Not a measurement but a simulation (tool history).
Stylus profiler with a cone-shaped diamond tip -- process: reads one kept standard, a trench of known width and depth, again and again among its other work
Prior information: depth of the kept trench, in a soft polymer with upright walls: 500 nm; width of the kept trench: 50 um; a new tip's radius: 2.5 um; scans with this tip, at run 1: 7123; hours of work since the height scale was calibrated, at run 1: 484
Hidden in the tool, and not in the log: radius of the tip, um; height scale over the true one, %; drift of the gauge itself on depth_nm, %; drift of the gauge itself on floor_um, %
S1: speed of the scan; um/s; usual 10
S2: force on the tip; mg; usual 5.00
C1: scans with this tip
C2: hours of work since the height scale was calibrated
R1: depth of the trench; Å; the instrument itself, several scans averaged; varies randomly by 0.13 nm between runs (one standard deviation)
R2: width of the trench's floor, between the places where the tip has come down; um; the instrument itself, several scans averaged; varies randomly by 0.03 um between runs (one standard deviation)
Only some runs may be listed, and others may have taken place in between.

run    hour  S1     S2     C1   C2      R1     R2
  1     0.0  10   5.00   7123  484  5052.0  45.87
  2    31.1  10   2.26   7467  507  5029.7  45.79
  3    91.1  10  14.78   8130  552  5112.4  45.69
  4   152.1  10  14.78   8802  598  5111.7  45.62
  5   191.5  10  14.78   9237  627  5111.9  45.55
  6   218.7  10  14.78   9538  647  5111.0  45.49
  7   281.7  10  14.78  10234  695  5108.5  45.47
  8   320.4  10  14.78  10661  724  5109.9  45.34
  9   352.4  10  14.78  11015  748  5110.8  45.32
 10   378.3  10   9.83  11301  767  5080.2  45.29
 11   427.1  10   9.83  11839  804  5082.5  45.29
 12   483.6  10   9.83  12463  846  5080.2  45.17
 13   520.1  10   9.83  12866  873  5078.2  45.07
 14   553.2  10   9.83  13231  898  5081.0  45.11
      558.6  -- height scale calibrated on a step standard
 15   579.7  10   2.02  13519   16  5020.5  44.99
 16   614.3  10   4.11  13900   42  5038.0  44.98
 17   642.7  10   4.11  14215   63  5033.8  44.93
 18   675.1  10   4.11  14572   87  5038.2  44.95
 19   717.1  10  10.86  15035  119  5082.7  44.86
 20   768.9  10  10.86  15607  158  5082.1  44.90
 21   808.9  22   5.00  16050  188  5042.6  44.75
 22   838.2  22   5.00  16373  210  5042.7  44.64
 23   871.3  22   5.00  16739  234  5041.5  44.66
      879.5  -- height scale calibrated on a step standard, once more
 24   900.9  22   5.00  17059   16  5060.7  44.63
 25   949.5  22   5.00  17597   53  5061.0  44.64
 26   998.2   9   5.00  18134   89  5059.5  44.53
 27  1029.7  11  14.25  18481  113  5115.8  44.56

Run 28, settings as shown, results not yet in. Your forecast:
     1041.4  -- new tip fitted, height scale calibrated
 28  1071.2   4  1.80  328  22   ?   ?

Run 28 gave R1 5026.2 Å, R2 46.97 um.
Without the tool's hidden state the same run would have given R1 5028.3 Å, R2 46.99 um.

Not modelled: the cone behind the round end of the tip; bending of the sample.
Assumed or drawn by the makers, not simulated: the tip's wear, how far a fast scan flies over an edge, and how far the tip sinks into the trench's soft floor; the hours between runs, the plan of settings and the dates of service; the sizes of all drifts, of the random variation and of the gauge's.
